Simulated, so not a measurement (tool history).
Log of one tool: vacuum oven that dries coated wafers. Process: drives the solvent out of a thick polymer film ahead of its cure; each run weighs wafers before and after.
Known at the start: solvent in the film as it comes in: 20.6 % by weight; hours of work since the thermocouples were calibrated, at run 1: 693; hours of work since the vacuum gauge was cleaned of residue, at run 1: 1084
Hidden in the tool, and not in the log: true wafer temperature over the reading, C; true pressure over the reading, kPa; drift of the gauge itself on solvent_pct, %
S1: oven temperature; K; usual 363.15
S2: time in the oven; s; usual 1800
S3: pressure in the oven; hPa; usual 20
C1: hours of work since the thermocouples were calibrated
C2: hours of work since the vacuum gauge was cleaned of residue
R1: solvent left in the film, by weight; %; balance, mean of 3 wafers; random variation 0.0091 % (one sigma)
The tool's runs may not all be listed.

run 1 hour=0 | S1=363.15 S2=1800 S3=20 | C1=693 C2=1084 | R1=1.505
run 2 hour=88.5 | S1=363.15 S2=1800 S3=20 | C1=754 C2=1145 | R1=1.512
run 3 hour=134.9 | S1=363.15 S2=1800 S3=20 | C1=786 C2=1177 | R1=1.513
-- hour=216.7 oven's thermocouples calibrated
run 4 hour=216.7 | S1=363.15 S2=1800 S3=20 | C1=0 C2=1231 | R1=1.733
run 5 hour=257.7 | S1=363.15 S2=1800 S3=20 | C1=28 C2=1260 | R1=1.698
run 6 hour=354.6 | S1=363.15 S2=1080 S3=20 | C1=95 C2=1326 | R1=3.586
run 7 hour=409.8 | S1=363.15 S2=1800 S3=20 | C1=133 C2=1364 | R1=1.713
run 8 hour=460.4 | S1=363.15 S2=1800 S3=20 | C1=168 C2=1399 | R1=1.69
run 9 hour=537.9 | S1=376.15 S2=1620 S3=17.9 | C1=221 C2=1453 | R1=0.615
run 10 hour=609 | S1=376.15 S2=1620 S3=54.2 | C1=270 C2=1502 | R1=1.52
run 11 hour=654.6 | S1=361.15 S2=1320 S3=34 | C1=301 C2=1533 | R1=3.601
run 12 hour=727.6 | S1=361.15 S2=1320 S3=34 | C1=352 C2=1583 | R1=3.594
run 13 hour=791.7 | S1=377.15 S2=900 S3=14.4 | C1=396 C2=1627 | R1=1.429
run 14 hour=886 | S1=377.15 S2=900 S3=14.4 | C1=461 C2=1692 | R1=1.415
run 15 hour=941 | S1=377.15 S2=900 S3=14.4 | C1=499 C2=1730 | R1=1.421
run 16 hour=1033.5 | S1=372.15 S2=1800 S3=20 | C1=562 C2=1794 | R1=0.807

3 ways to go on from here, each from the tool as it stands after run 16. What would each give?
run A hour=1119.3 | S1=349.15 S2=1260 S3=30.3 | C1=621 C2=1853 | R1=?
run B hour=1119.3 | S1=349.15 S2=1800 S3=20 | C1=621 C2=1853 | R1=?
run C hour=1119.3 | S1=372.15 S2=2220 S3=13.1 | C1=621 C2=1853 | R1=?

run=A R1=7.111
run=B R1=4.674
run=C R1=0.5
Without the tool's hidden state the same runs would have given:
run=A R1=7.269
run=B R1=4.776
run=C R1=0.439
